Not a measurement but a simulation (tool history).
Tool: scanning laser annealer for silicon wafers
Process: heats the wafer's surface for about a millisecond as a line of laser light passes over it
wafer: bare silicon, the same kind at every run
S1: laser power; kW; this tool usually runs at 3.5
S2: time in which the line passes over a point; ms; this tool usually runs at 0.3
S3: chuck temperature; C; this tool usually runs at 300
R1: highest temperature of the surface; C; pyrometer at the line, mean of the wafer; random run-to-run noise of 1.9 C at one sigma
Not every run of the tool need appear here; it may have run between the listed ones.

| run | hour | S1 | S2 | S3 | R1 |
|---|---|---|---|---|---|
| 1 | 0 | 3.5 | 0.3 | 300 | 1095 |
| 2 | 9.1 | 3.5 | 0.3 | 300 | 1093 |
| 3 | 18.2 | 3.5 | 0.3 | 300 | 1095 |
| 4 | 22.6 | 2.997 | 0.3 | 300 | 955 |
| 5 | 26.8 | 3.811 | 0.3 | 300 | 1181 |
| 6 | 31.3 | 3.5 | 0.259 | 300 | 1034 |
| 7 | 39 | 3.5 | 0.347 | 300 | 1156 |
| 8 | 44 | 3.5 | 0.3 | 315 | 1110 |
| 9 | 50.9 | 3.5 | 0.3 | 315 | 1109 |
| 10 | 56.9 | 3.5 | 0.3 | 315 | 1107 |
| 11 | 64 | 3.5 | 0.3 | 315 | 1111 |
| 12 | 68.8 | 3.5 | 0.3 | 300 | 1094 |
| 13 | 73.5 | 3.5 | 0.3 | 300 | 1089 |
| 14 | 77.6 | 3.5 | 0.3 | 300 | 1091 |
| 15 | 81.6 | 3.5 | 0.3 | 300 | 1091 |
| 16 | 88.2 | 3.5 | 0.353 | 300 | 1168 |
| 17 | 92.4 | 3.639 | 0.353 | 300 | 1210 |
| 18 | 100.7 | 3.5 | 0.3 | 270 | 1063 |
|  | 103.2 | window over the wafer cleaned |
| 19 | 107.8 | 3.5 | 0.3 | 300 | 1087 |
| 20 | 116.5 | 3.5 | 0.3 | 300 | 1084 |
| 21 | 121.6 | 3.5 | 0.33 | 327 | 1156 |
| 22 | 129.4 | 3.5 | 0.33 | 335 | 1166 |
| 23 | 137.1 | 3.5 | 0.342 | 274 | 1114 |
|  | 143 | window over the wafer cleaned, once more |
| 24 | 146.3 | 3.019 | 0.341 | 287 | 1010 |
| 25 | 150.4 | 3.019 | 0.341 | 287 | 1009 |
| 26 | 155.2 | 3.288 | 0.238 | 292 | 951 |
| 27 | 160.8 | 3.288 | 0.238 | 292 | 948 |
| 28 | 167.8 | 3.305 | 0.327 | 303 | 1094 |
| 29 | 175.2 | 3.278 | 0.323 | 260 | 1041 |
| 30 | 183.3 | 3.35 | 0.3 | 300 | 1067 |
| 31 | 188.9 | 3.49 | 0.268 | 261 | 1017 |
| 32 | 192.8 | 3.081 | 0.3 | 300 | 988 |
| 33 | 198.7 | 3.387 | 0.218 | 305 | 957 |
| 34 | 205 | 3.387 | 0.218 | 305 | 955 |
| 35 | 211.2 | 3.262 | 0.282 | 328 | 1040 |
| 36 | 219.6 | 3.262 | 0.282 | 328 | 1044 |
| 37 | 227 | 3.262 | 0.282 | 328 | 1041 |
| 38 | 231.1 | 3.199 | 0.32 | 289 | 1037 |
| 39 | 234.9 | 3.199 | 0.32 | 289 | 1038 |
| 40 | 240.8 | 3.199 | 0.221 | 297 | 908 |

4 ways to go on from here, each from the tool as it stands after run 40. What would each give?
| A | 248.2 | 3.199 | 0.268 | 312 | ? |
| B | 248.2 | 3.443 | 0.344 | 312 | ? |
| C | 248.2 | 3.199 | 0.317 | 297 | ? |
| D | 248.2 | 3.199 | 0.348 | 271 | ? |

| run | R1 |
|---|---|
| A | 988 |
| B | 1162 |
| C | 1041 |
| D | 1054 |
The same runs, with their run-to-run variation unchanged, on a tool lacking any hidden condition would have given:
| run | R1 |
|---|---|
| A | 1003 |
| B | 1181 |
| C | 1058 |
| D | 1071 |
